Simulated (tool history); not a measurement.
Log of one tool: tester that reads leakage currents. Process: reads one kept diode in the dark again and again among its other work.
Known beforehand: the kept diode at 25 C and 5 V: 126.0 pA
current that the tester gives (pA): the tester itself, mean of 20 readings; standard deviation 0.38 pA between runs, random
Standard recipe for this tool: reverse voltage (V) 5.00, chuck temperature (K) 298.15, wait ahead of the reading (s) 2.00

run,hour,reverse voltage (V),chuck temperature (K),wait ahead of the reading (s),current that the tester gives (pA)
1,0.0,5.00,298.15,2.00,134.95
2,23.0,5.00,328.15,2.00,1412.21
3,41.7,5.00,298.15,2.00,134.48
4,62.2,2.09,298.15,2.00,80.81
5,84.4,2.09,298.15,2.00,81.32
6,106.2,5.00,295.15,2.00,105.26
7,121.4,5.00,295.15,6.21,104.37
8,134.2,5.00,295.15,6.21,105.08
9,157.9,5.00,295.15,6.21,104.79
10,175.1,3.60,298.15,2.00,110.83
11,201.6,5.00,298.15,2.00,134.18
12,230.2,5.00,298.15,2.00,133.48
13,256.1,5.00,308.15,2.00,301.60
14,273.5,5.00,308.15,2.00,300.29
15,302.6,1.23,298.15,2.00,59.74
16,329.2,5.00,298.15,2.00,134.57
17,349.4,5.00,298.15,2.00,134.39
18,373.7,5.00,298.15,2.00,134.13
19,400.3,5.00,308.15,2.00,299.83
20,422.0,11.79,308.15,2.00,488.94
21,452.3,6.55,316.15,5.55,652.48
22,472.9,2.09,298.15,3.50,80.12
23,501.4,2.09,298.15,3.50,79.94
24,526.7,4.73,321.15,1.40,795.63
25,546.0,8.45,293.15,2.50,125.29
26,574.9,1.43,294.15,2.00,46.28
# hour 583.1: probe card cleaned and baked
27,593.7,4.15,328.15,8.55,1234.99
28,620.0,5.00,311.15,2.00,362.28
29,645.2,5.00,301.15,0.68,158.14
30,663.1,5.00,301.15,0.68,158.43
# hour 673.2: chuck's temperature calibrated
31,679.9,6.57,298.15,2.00,150.15
32,699.0,6.57,298.15,2.00,150.30
33,720.2,2.44,295.15,2.00,67.01
34,735.3,1.31,299.15,1.05,67.94
35,764.9,1.31,299.15,1.05,67.93
36,778.4,8.11,307.15,0.54,366.07
37,801.7,8.11,307.15,0.54,368.31
38,821.6,13.42,318.15,6.42,1154.93
39,846.8,1.45,298.15,2.00,65.54

5 ways to go on from here, each from the tool as it stands after run 39. What would each give?
A,865.4,1.45,311.15,2.00,?
B,865.4,1.45,322.15,2.00,?
C,865.4,7.35,305.15,1.73,?
D,865.4,8.60,298.15,2.00,?
E,865.4,14.48,298.15,4.88,?

run,current that the tester gives (pA)
A,195.25
B,467.35
C,291.08
D,175.40
E,233.04
Had the tool no hidden state, the same runs would have come out as:
run,current that the tester gives (pA)
A,194.64
B,466.89
C,287.74
D,171.44
E,226.39
